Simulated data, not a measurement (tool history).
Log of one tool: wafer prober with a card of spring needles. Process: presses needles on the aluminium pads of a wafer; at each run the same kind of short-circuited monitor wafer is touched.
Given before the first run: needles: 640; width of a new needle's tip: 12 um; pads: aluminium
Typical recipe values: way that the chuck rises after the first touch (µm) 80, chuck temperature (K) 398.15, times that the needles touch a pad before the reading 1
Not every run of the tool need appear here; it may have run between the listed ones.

| run | hour | way that the chuck rises after the first touch (µm) | chuck temperature (K) | times that the needles touch a pad before the reading | resistance of one needle with its contact and lead (mohm) | way that a needle slides on the pad (µm) |
|---|---|---|---|---|---|---|
| 1 | 0 | 80 | 398.15 | 1 | 293.4 | 13.43 |
|  | 29.8 | tips cleaned on abrasive film |
| 2 | 49.2 | 80 | 398.15 | 1 | 299.2 | 13.43 |
|  | 61.4 | tips cleaned on abrasive film |
| 3 | 83.7 | 80 | 398.15 | 1 | 299.8 | 13.4 |
|  | 92.3 | tips cleaned on abrasive film |
| 4 | 105.8 | 80 | 320.15 | 1 | 276.4 | 13.38 |
|  | 120 | tips cleaned on abrasive film |
| 5 | 129.2 | 80 | 320.15 | 1 | 274.6 | 13.38 |
|  | 150.9 | tips cleaned on abrasive film |
| 6 | 170 | 80 | 320.15 | 1 | 277.2 | 13.37 |
|  | 180 | tips cleaned on abrasive film |
|  | 210.4 | tips cleaned on abrasive film |
| 7 | 214.9 | 80 | 320.15 | 1 | 272.9 | 13.34 |
|  | 238.7 | tips cleaned on abrasive film |
| 8 | 239 | 80 | 320.15 | 1 | 269.4 | 13.34 |
|  | 267.2 | tips cleaned on abrasive film |
| 9 | 278.2 | 80 | 320.15 | 2 | 272.4 | 13.32 |
|  | 295.9 | tips cleaned on abrasive film |
| 10 | 319.9 | 80 | 320.15 | 2 | 275 | 13.29 |
|  | 324.8 | tips cleaned on abrasive film |
|  | 354.6 | tips cleaned on abrasive film |
| 11 | 354.9 | 80 | 320.15 | 2 | 269.9 | 13.3 |
|  | 382.2 | tips cleaned on abrasive film |
| 12 | 394.2 | 80 | 320.15 | 1 | 275.6 | 13.25 |
|  | 412.9 | tips cleaned on abrasive film |
| 13 | 423.3 | 80 | 398.15 | 1 | 297.1 | 13.28 |
|  | 442.6 | tips cleaned on abrasive film |
| 14 | 468.1 | 80 | 299.15 | 1 | 272.2 | 13.24 |
|  | 471.9 | tips cleaned on abrasive film |
|  | 500.5 | tips cleaned on abrasive film |
| 15 | 511.8 | 80 | 299.15 | 1 | 269.8 | 13.22 |
|  | 530.6 | tips cleaned on abrasive film |
| 16 | 540.3 | 80 | 398.15 | 1 | 296.1 | 13.21 |
|  | 549.2 | height of the first contact set anew |
|  | 559.9 | tips cleaned on abrasive film |
|  | 588.8 | tips cleaned on abrasive film |
| 17 | 591.1 | 67 | 317.15 | 1 | 273 | 10.89 |
|  | 616.5 | tips cleaned on abrasive film |
| 18 | 633 | 67 | 317.15 | 1 | 278.4 | 10.94 |
|  | 645.4 | tips cleaned on abrasive film |
|  | 674.7 | tips cleaned on abrasive film |
| 19 | 676.4 | 80 | 386.15 | 1 | 290.4 | 13.08 |
|  | 704.5 | tips cleaned on abrasive film |
|  | 713.5 | height of the first contact set anew, once more |
| 20 | 720.9 | 80 | 386.15 | 1 | 296.5 | 13.46 |
|  | 735.2 | tips cleaned on abrasive film |
| 21 | 750.9 | 89 | 387.15 | 2 | 292.4 | 14.93 |
|  | 765.7 | tips cleaned on abrasive film |
| 22 | 790.5 | 80 | 377.15 | 1 | 294.3 | 13.44 |
|  | 795.1 | tips cleaned on abrasive film |
|  | 823.4 | tips cleaned on abrasive film |
| 23 | 828.4 | 80 | 377.15 | 1 | 289 | 13.4 |
|  | 852.5 | tips cleaned on abrasive film |
| 24 | 857.3 | 61 | 398.15 | 1 | 296.7 | 10.19 |
|  | 880.3 | tips cleaned on abrasive film |
| 25 | 906 | 70 | 302.15 | 1 | 274.8 | 11.72 |

What does the tool deliver on the next run?
|  | 910.2 | tips cleaned on abrasive film |
| 26 | 932.1 | 70 | 302.15 | 1 | ? | ? |

resistance of one needle with its contact and lead (mohm): 275.6
way that a needle slides on the pad (µm): 11.68
The same run, on a tool lacking any hidden state, would have yielded resistance of one needle with its contact and lead (mohm) 265.3, way that a needle slides on the pad (µm) 11.76.
